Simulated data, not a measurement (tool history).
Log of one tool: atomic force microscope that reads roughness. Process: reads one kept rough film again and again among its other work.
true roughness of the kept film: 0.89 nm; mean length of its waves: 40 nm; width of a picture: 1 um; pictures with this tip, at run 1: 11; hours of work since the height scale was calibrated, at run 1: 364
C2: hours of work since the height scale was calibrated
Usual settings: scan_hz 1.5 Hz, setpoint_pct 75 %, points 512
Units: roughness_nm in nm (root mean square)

Run 1, hour 0: usual settings; pictures with this tip 11; C2 364. Result: roughness_nm 0.786 nm (root mean square).
Run 2, hour 25.8: usual settings but scan_hz 2.55 Hz; pictures with this tip 50; C2 380. Result: roughness_nm 0.725 nm (root mean square).
At hour 33.3: new tip fitted.
Run 3, hour 49.3: usual settings; pictures with this tip 24; C2 394. Result: roughness_nm 0.78 nm (root mean square).
Run 4, hour 68.8: usual settings; pictures with this tip 53; C2 406. Result: roughness_nm 0.761 nm (root mean square).
At hour 76.3: new tip fitted.
Run 5, hour 87.8: usual settings but setpoint_pct 90 %; pictures with this tip 17; C2 418. Result: roughness_nm 0.718 nm (root mean square).
Run 6, hour 110.1: usual settings; pictures with this tip 51; C2 431. Result: roughness_nm 0.76 nm (root mean square).
At hour 119: new tip fitted.
Run 7, hour 128.6: usual settings; pictures with this tip 15; C2 443. Result: roughness_nm 0.791 nm (root mean square).
At hour 159.7: new tip fitted.
Run 8, hour 159.7: usual settings; pictures with this tip 0; C2 461. Result: roughness_nm 0.801 nm (root mean square).
Run 9, hour 174.9: usual settings; pictures with this tip 23; C2 471. Result: roughness_nm 0.779 nm (root mean square).
Run 10, hour 196.7: usual settings but scan_hz 2.75 Hz; pictures with this tip 56; C2 484. Result: roughness_nm 0.71 nm (root mean square).
At hour 202.7: new tip fitted.
Run 11, hour 210.2: usual settings but scan_hz 0.53 Hz; pictures with this tip 12; C2 492. Result: roughness_nm 0.826 nm (root mean square).
Run 12, hour 222.7: usual settings but scan_hz 0.53 Hz, points 1022; pictures with this tip 30; C2 500. Result: roughness_nm 0.826 nm (root mean square).
At hour 243.8: new tip fitted.
Run 13, hour 243.8: usual settings but scan_hz 0.53 Hz, points 1022; pictures with this tip 0; C2 513. Result: roughness_nm 0.846 nm (root mean square).
Run 14, hour 259: usual settings but scan_hz 0.53 Hz, points 1022; pictures with this tip 23; C2 522. Result: roughness_nm 0.822 nm (root mean square).
At hour 286.2: new tip fitted.
Run 15, hour 288: usual settings but setpoint_pct 86 %, points 532; pictures with this tip 2; C2 540. Result: roughness_nm 0.744 nm (root mean square).
Run 16, hour 312.5: usual settings but scan_hz 1.71 Hz, setpoint_pct 65 %, points 287; pictures with this tip 39; C2 555. Result: roughness_nm 0.778 nm (root mean square).
At hour 328.4: new tip fitted.
Run 17, hour 342.7: usual settings but scan_hz 1.71 Hz, setpoint_pct 65 %, points 287; pictures with this tip 22; C2 573. Result: roughness_nm 0.796 nm (root mean square).
At hour 369.6: new tip fitted.
Run 18, hour 373.7: usual settings but scan_hz 2.33 Hz, setpoint_pct 74 %; pictures with this tip 6; C2 592. Result: roughness_nm 0.764 nm (root mean square).
Run 19, hour 389.8: usual settings but scan_hz 2.94 Hz, points 943; pictures with this tip 30; C2 602. Result: roughness_nm 0.715 nm (root mean square).
At hour 410.7: new tip fitted.
Run 20, hour 415.6: usual settings but scan_hz 2.94 Hz, points 943; pictures with this tip 7; C2 617. Result: roughness_nm 0.72 nm (root mean square).
Run 21, hour 433.3: usual settings but setpoint_pct 85 %, points 853; pictures with this tip 34; C2 628. Result: roughness_nm 0.724 nm (root mean square).
At hour 452.5: new tip fitted.
Run 22, hour 461.3: usual settings but setpoint_pct 85 %, points 853; pictures with this tip 14; C2 645. Result: roughness_nm 0.741 nm (root mean square).
Run 23, hour 476.7: usual settings but setpoint_pct 85 %, points 853; pictures with this tip 37; C2 655. Result: roughness_nm 0.73 nm (root mean square).
At hour 495.6: new tip fitted.
Run 24, hour 495.8: usual settings but scan_hz 3.15 Hz, setpoint_pct 85 %, points 375; pictures with this tip 0; C2 666. Result: roughness_nm 0.649 nm (root mean square).
Run 25, hour 524.6: usual settings but setpoint_pct 63 %, points 583; pictures with this tip 43; C2 684. Result: roughness_nm 0.796 nm (root mean square).

Hidden state or all else? Some run-to-run changes of roughness_nm, split into what the settings, what came in and random variation would give without the hidden state, and what is left for the hidden state (with any gauge scatter that isn't in both results):
The hidden state here: radius of the tip, nm; height scale over the true one, %; drift of the gauge itself on roughness_nm, %.
Run 10 -> 11: scan_hz 2.75 -> 0.53, new tip fitted. roughness_nm +0.116 nm (root mean square): hidden state +0.031, all else +0.085.
Run 24 -> 25: scan_hz 3.15 -> 1.5, setpoint_pct 85 -> 63, points 375 -> 583. roughness_nm +0.147 nm (root mean square): hidden state -0.035, all else +0.182.

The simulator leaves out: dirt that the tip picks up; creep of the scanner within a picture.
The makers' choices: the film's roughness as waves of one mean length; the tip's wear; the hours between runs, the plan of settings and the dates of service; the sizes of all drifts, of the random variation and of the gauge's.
